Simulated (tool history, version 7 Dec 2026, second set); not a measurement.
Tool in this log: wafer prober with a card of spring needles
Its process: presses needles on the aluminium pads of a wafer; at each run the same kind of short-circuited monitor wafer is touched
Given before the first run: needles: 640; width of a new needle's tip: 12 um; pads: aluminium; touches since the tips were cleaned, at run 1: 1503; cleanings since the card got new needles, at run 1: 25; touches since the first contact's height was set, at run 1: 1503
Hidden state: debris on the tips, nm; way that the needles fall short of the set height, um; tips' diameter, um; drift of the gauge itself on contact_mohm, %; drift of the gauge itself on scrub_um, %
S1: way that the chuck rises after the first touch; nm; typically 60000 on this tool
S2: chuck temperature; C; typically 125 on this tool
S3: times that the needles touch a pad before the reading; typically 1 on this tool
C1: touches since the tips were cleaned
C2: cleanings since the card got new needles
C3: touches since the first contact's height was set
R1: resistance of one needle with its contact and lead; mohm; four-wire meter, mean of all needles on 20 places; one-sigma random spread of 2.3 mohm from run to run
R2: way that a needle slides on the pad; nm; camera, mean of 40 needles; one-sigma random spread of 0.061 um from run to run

run	hour	S1	S2	S3	C1	C2	C3	R1	R2
1	0	60000	125	1	1503	25	1503	286	9160
# hour 11.7: tips cleaned on abrasive film
2	20.2	41000	125	1	2754	26	8040	426	6330
# hour 27: tips cleaned on abrasive film
# hour 42.9: tips cleaned on abrasive film
3	51.1	41000	125	1	2664	28	18006	363	6190
# hour 59.9: tips cleaned on abrasive film
4	70.1	41000	125	3	3323	29	24159	296	6230
# hour 76.9: tips cleaned on abrasive film
# hour 92.6: tips cleaned on abrasive film
5	104.1	60000	68	1	3752	31	35133	311	9160
# hour 107.1: tips cleaned on abrasive film
# hour 123.8: tips cleaned on abrasive film
6	130.8	60000	125	1	2282	33	43734	311	9110
# hour 139: tips cleaned on abrasive film
7	147.2	60000	125	1	2682	34	49049	311	9120
# hour 154.6: tips cleaned on abrasive film
# hour 171.6: tips cleaned on abrasive film
8	175.7	60000	125	1	1334	36	58235	291	9000
# hour 186.7: tips cleaned on abrasive film
# hour 201.6: tips cleaned on abrasive film
9	202.4	60000	125	1	239	38	66838	267	9040
# hour 217: tips cleaned on abrasive film
10	227.9	60000	125	1	3537	39	75102	325	9090
# hour 233.6: tips cleaned on abrasive film, once more
11	244.6	50000	69	1	3560	40	80476	340	7390
# hour 249.3: tips cleaned on abrasive film
# hour 265.1: tips cleaned on abrasive film
12	268.9	60000	62	1	1255	42	88326	278	8970
# hour 281: tips cleaned on abrasive film
# hour 296.1: tips cleaned on abrasive film
13	300.7	52000	67	1	1508	44	98601	297	7690
# hour 312.2: tips cleaned on abrasive film
14	326.3	52000	67	1	4584	45	106881	356	7660
# hour 330: tips cleaned on abrasive film
# hour 347.5: tips cleaned on abrasive film
15	351.8	52000	67	1	1389	47	115093	308	7620
# hour 362.6: tips cleaned on abrasive film
# hour 380.2: tips cleaned on abrasive film
16	380.9	45000	95	3	226	49	124496	262	6550
# hour 394.8: tips cleaned on abrasive film
# hour 395.1: height of the first contact set anew
17	407	45000	56	3	3877	50	3877	283	6950

Each row is a separate what-if for the run after 17, all from the same tool condition, not one after another. Results?
# hour 411.6: tips cleaned on abrasive film
A	425.7	60000	59	2	4589	51	9922	?	?
# hour 411.6: tips cleaned on abrasive film
B	425.7	44000	80	2	4589	51	9922	?	?
# hour 411.6: tips cleaned on abrasive film
C	425.7	59000	125	1	4589	51	9922	?	?

run	R1	R2
A	291	9320
B	330	6600
C	334	9020
With the hidden condition removed and each run's random variation left untouched, the same runs would have given:
run	R1	R2
A	243	9330
B	250	6620
C	261	9030

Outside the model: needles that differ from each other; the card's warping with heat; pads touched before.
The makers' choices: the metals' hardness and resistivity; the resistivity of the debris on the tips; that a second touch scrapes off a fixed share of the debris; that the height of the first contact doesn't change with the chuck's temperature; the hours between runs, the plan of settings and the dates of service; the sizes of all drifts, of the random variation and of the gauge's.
